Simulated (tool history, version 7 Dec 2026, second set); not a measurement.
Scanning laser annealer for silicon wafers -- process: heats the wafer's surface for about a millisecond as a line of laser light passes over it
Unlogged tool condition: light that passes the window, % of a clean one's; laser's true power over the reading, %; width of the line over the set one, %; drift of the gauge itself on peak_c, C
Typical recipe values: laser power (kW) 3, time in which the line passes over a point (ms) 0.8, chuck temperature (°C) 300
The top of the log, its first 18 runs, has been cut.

| run | hour | laser power (kW) | time in which the line passes over a point (ms) | chuck temperature (°C) | hours of work since the window was cleaned | hours of work since the power meter was calibrated | hours of work since the optics were aligned | highest temperature of the surface (°C) |
|---|---|---|---|---|---|---|---|---|
| 19 | 219 | 3 | 0.8 | 300 | 613 | 365 | 25 | 1083 |
| 20 | 235 | 3 | 0.8 | 300 | 623 | 374 | 35 | 1082 |
| 21 | 243.6 | 3 | 0.8 | 300 | 628 | 379 | 40 | 1078 |
| 22 | 256.8 | 3 | 0.622 | 303 | 635 | 387 | 48 | 985 |
| 23 | 264.8 | 3 | 0.622 | 303 | 640 | 392 | 52 | 985 |
| 24 | 278.7 | 3.147 | 0.8 | 300 | 648 | 400 | 61 | 1117 |
| 25 | 290.3 | 3.147 | 0.8 | 300 | 655 | 407 | 68 | 1120 |
| 26 | 307.1 | 2.796 | 0.8 | 295 | 665 | 417 | 78 | 1012 |
| 27 | 318.4 | 3.116 | 0.69 | 333 | 672 | 424 | 84 | 1081 |
| 28 | 326.3 | 3.107 | 0.727 | 316 | 677 | 428 | 89 | 1079 |
| 29 | 341.3 | 3.107 | 0.727 | 316 | 685 | 437 | 98 | 1079 |
| 30 | 351.6 | 2.773 | 0.677 | 269 | 692 | 443 | 104 | 918 |
| 31 | 362.5 | 2.773 | 0.677 | 269 | 698 | 450 | 110 | 918 |
|  | 370.8 | window over the wafer cleaned |
| 32 | 379.2 | 2.568 | 0.808 | 269 | 5 | 458 | 119 | 974 |
| 33 | 391.6 | 3.201 | 0.983 | 269 | 12 | 466 | 126 | 1263 |
| 34 | 404.3 | 3 | 0.838 | 300 | 20 | 473 | 134 | 1146 |
| 35 | 418.5 | 3 | 0.961 | 297 | 28 | 482 | 142 | 1206 |
| 36 | 432.4 | 2.711 | 0.889 | 320 | 36 | 490 | 150 | 1104 |
| 37 | 447.9 | 3.228 | 0.889 | 260 | 46 | 499 | 160 | 1205 |
| 38 | 460.3 | 3 | 0.689 | 340 | 53 | 506 | 167 | 1098 |
| 39 | 471.9 | 3 | 0.689 | 340 | 60 | 513 | 174 | 1098 |
| 40 | 483.7 | 3 | 0.838 | 281 | 67 | 520 | 181 | 1124 |
| 41 | 495 | 2.898 | 0.669 | 300 | 73 | 527 | 187 | 1017 |

Alternative continuations, all from the tool just after run 41; predict every row:
| A | 507.1 | 3 | 0.8 | 279 | 81 | 534 | 195 | ? |
| B | 507.1 | 2.88 | 0.8 | 300 | 81 | 534 | 195 | ? |
| C | 507.1 | 3.268 | 0.669 | 330 | 81 | 534 | 195 | ? |

| run | highest temperature of the surface (°C) |
|---|---|
| A | 1100 |
| B | 1086 |
| C | 1145 |
With the hidden condition removed and each run's random variation left untouched, the same runs would have given:
| run | highest temperature of the surface (°C) |
|---|---|
| A | 1111 |
| B | 1097 |
| C | 1155 |

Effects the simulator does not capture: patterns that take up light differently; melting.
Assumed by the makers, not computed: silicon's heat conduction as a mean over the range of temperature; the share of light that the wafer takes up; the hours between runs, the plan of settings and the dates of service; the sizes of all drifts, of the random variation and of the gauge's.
